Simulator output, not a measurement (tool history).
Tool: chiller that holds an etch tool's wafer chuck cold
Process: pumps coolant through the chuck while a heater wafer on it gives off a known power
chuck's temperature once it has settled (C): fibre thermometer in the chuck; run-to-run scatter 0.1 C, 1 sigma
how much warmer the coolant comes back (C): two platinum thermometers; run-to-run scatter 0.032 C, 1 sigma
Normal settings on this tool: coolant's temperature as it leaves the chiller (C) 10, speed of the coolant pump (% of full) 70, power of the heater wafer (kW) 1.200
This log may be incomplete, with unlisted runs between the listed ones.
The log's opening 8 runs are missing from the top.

run      day  coolant's temperature as it leaves the chiller (C)  speed of the coolant pump (% of full)  power of the heater wafer (kW)  hours since the coolant was changed and the channels were flushed  hours since the pump was overhauled  hours since the chiller's thermometer was calibrated  chuck's temperature once it has settled (C)  how much warmer the coolant comes back (C)
  9   45.254                                                  19                                     70                           1.200                                                               6242                                 5476                                                  2497                                         29.4                                        4.06
 10   53.854                                                  10                                     70                           1.200                                                               6449                                 5682                                                  2704                                         20.4                                        4.08
 11   58.133                                                  10                                     70                           1.200                                                               6551                                 5785                                                  2806                                         20.5                                        4.15
 12   64.579                                                  10                                     70                           1.200                                                               6706                                 5940                                                  2961                                         20.6                                        4.11
 13   70.025                                                  10                                     70                           1.200                                                               6837                                 6070                                                  3092                                         20.4                                        4.12
 14   78.633                                                  10                                     70                           1.200                                                               7043                                 6277                                                  3298                                         20.6                                        4.09
 15   86.925                                                  10                                     70                           1.200                                                               7242                                 6476                                                  3497                                         20.5                                        4.14
 16   95.475                                                  10                                     70                           1.200                                                               7447                                 6681                                                  3703                                         20.5                                        4.21
 17  102.283                                                  10                                     76                           1.200                                                               7611                                 6845                                                  3866                                         19.8                                        3.83
 18  107.704                                                   2                                     76                           1.742                                                               7741                                 6975                                                  3996                                         16.2                                        5.49
 19  111.683                                                   4                                     85                           1.742                                                               7836                                 7070                                                  4092                                         16.9                                        4.79
 20  120.054                                                   8                                     89                           1.200                                                               8037                                 7271                                                  4292                                         16.2                                        3.17
 21  124.683                                                   8                                     89                           1.200                                                               8148                                 7382                                                  4404                                         16.6                                        3.19
     127.654  -- coolant changed, channels flushed
 22  130.021                                                   3                                     80                           1.462                                                                 57                                 7504                                                  4526                                         13.4                                        4.34
 23  135.088                                                   1                                     61                           1.421                                                                178                                 7626                                                  4647                                         14.1                                        5.89
 24  141.708                                                  10                                     73                           0.974                                                                337                                 7785                                                  4806                                         17.6                                        3.22
 25  146.283                                                  17                                     66                           0.758                                                                447                                 7895                                                  4916                                         23.5                                        2.78
 26  153.108                                                   8                                     70                           1.200                                                                611                                 8058                                                  5080                                         17.8                                        4.23
 27  158.454                                                  19                                     99                           1.200                                                                739                                 8187                                                  5208                                         25.8                                        2.82
 28  167.183                                                  19                                     99                           1.200                                                                949                                 8396                                                  5418                                         25.8                                        2.83
 29  172.025                                                  19                                     99                           1.200                                                               1065                                 8512                                                  5534                                         26.0                                        2.82
 30  176.696                                                  19                                     99                           1.200                                                               1177                                 8625                                                  5646                                         26.0                                        2.86
 31  182.229                                                  19                                     99                           1.200                                                               1310                                 8757                                                  5779                                         26.0                                        2.89

Here are 3 independent what-if runs from the current tool condition. What would each one return?
     182.912  -- chiller's thermometer calibrated
  A  188.288                                                  13                                     83                           1.662                                                               1454                                 8902                                                   129                                            ?                                           ?
     182.912  -- chiller's thermometer calibrated
  B  188.288                                                   3                                     70                           1.200                                                               1454                                 8902                                                   129                                            ?                                           ?
     182.912  -- chiller's thermometer calibrated
  C  188.288                                                  15                                     83                           1.171                                                               1454                                 8902                                                   129                                            ?                                           ?

run  chuck's temperature once it has settled (C)  how much warmer the coolant comes back (C)
  A                                         24.9                                        4.81
  B                                         13.3                                        4.27
  C                                         23.5                                        3.42
With no hidden state in the tool, these same runs would have given:
run  chuck's temperature once it has settled (C)  how much warmer the coolant comes back (C)
  A                                         23.7                                        4.32
  B                                         12.3                                        3.84
  C                                         22.6                                        3.07
